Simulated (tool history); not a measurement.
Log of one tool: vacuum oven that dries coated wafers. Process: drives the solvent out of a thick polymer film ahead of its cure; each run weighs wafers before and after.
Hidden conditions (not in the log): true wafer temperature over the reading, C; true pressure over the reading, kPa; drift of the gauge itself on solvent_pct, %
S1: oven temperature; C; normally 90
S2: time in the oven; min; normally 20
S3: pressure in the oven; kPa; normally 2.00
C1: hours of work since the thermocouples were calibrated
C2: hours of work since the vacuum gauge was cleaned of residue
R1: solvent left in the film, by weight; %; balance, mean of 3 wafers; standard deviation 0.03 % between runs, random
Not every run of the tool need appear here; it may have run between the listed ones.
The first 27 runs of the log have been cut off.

{"run": 28, "hour": 590.1, "S1": 90, "S2": 20, "S3": 2.0, "C1": 732, "C2": 1055, "R1": 2.13}
{"run": 29, "hour": 616.2, "S1": 88, "S2": 20, "S3": 2.0, "C1": 751, "C2": 1074, "R1": 2.58}
{"run": 30, "hour": 639.3, "S1": 91, "S2": 34, "S3": 6.52, "C1": 767, "C2": 1090, "R1": 3.63}
{"run": 31, "hour": 655.9, "S1": 91, "S2": 34, "S3": 6.52, "C1": 779, "C2": 1102, "R1": 3.59}
{"run": 32, "hour": 685.3, "S1": 97, "S2": 12, "S3": 1.81, "C1": 800, "C2": 1122, "R1": 2.18}
{"run": 33, "hour": 706.2, "S1": 82, "S2": 12, "S3": 3.83, "C1": 814, "C2": 1137, "R1": 8.3}
{"run": 34, "hour": 728.4, "S1": 82, "S2": 12, "S3": 3.83, "C1": 830, "C2": 1153, "R1": 8.32}
{"run": 35, "hour": 749.7, "S1": 82, "S2": 16, "S3": 2.5, "C1": 845, "C2": 1168, "R1": 5.65}
{"run": 36, "hour": 780.7, "S1": 82, "S2": 16, "S3": 2.5, "C1": 867, "C2": 1190, "R1": 5.69}
{"run": 37, "hour": 804.9, "S1": 82, "S2": 30, "S3": 2.29, "C1": 884, "C2": 1207, "R1": 2.88}
{"run": 38, "hour": 820.6, "S1": 77, "S2": 30, "S3": 1.27, "C1": 895, "C2": 1218, "R1": 3.42}
{"run": 39, "hour": 847.0, "S1": 77, "S2": 30, "S3": 1.27, "C1": 914, "C2": 1237, "R1": 3.43}
{"run": 40, "hour": 861.1, "S1": 96, "S2": 33, "S3": 1.27, "C1": 924, "C2": 1247, "R1": 0.82}
{"run": 41, "hour": 878.4, "S1": 90, "S2": 33, "S3": 1.79, "C1": 936, "C2": 1259, "R1": 1.38}
{"run": 42, "hour": 902.4, "S1": 96, "S2": 10, "S3": 1.79, "C1": 953, "C2": 1276, "R1": 3.15}
{"run": 43, "hour": 928.8, "S1": 101, "S2": 13, "S3": 1.08, "C1": 972, "C2": 1294, "R1": 1.02}
{"run": 44, "hour": 958.9, "S1": 85, "S2": 21, "S3": 1.12, "C1": 993, "C2": 1316, "R1": 2.51}
{"run": 45, "hour": 989.1, "S1": 77, "S2": 21, "S3": 1.37, "C1": 1014, "C2": 1337, "R1": 5.3}
{"run": 46, "hour": 1014.4, "S1": 77, "S2": 31, "S3": 7.37, "C1": 1032, "C2": 1355, "R1": 8.11}
{"run": 47, "hour": 1041.3, "S1": 77, "S2": 31, "S3": 7.37, "C1": 1051, "C2": 1374, "R1": 8.18}

Run 48 comes next. What will it give?
{"run": 48, "hour": 1055.7, "S1": 103, "S2": 14, "S3": 3.34, "C1": 1061, "C2": 1384, "R1": "?"}

R1: 1.51 %
If the tool had no hidden condition, the same run with the same run-to-run variation would have returned R1 1.43 %.

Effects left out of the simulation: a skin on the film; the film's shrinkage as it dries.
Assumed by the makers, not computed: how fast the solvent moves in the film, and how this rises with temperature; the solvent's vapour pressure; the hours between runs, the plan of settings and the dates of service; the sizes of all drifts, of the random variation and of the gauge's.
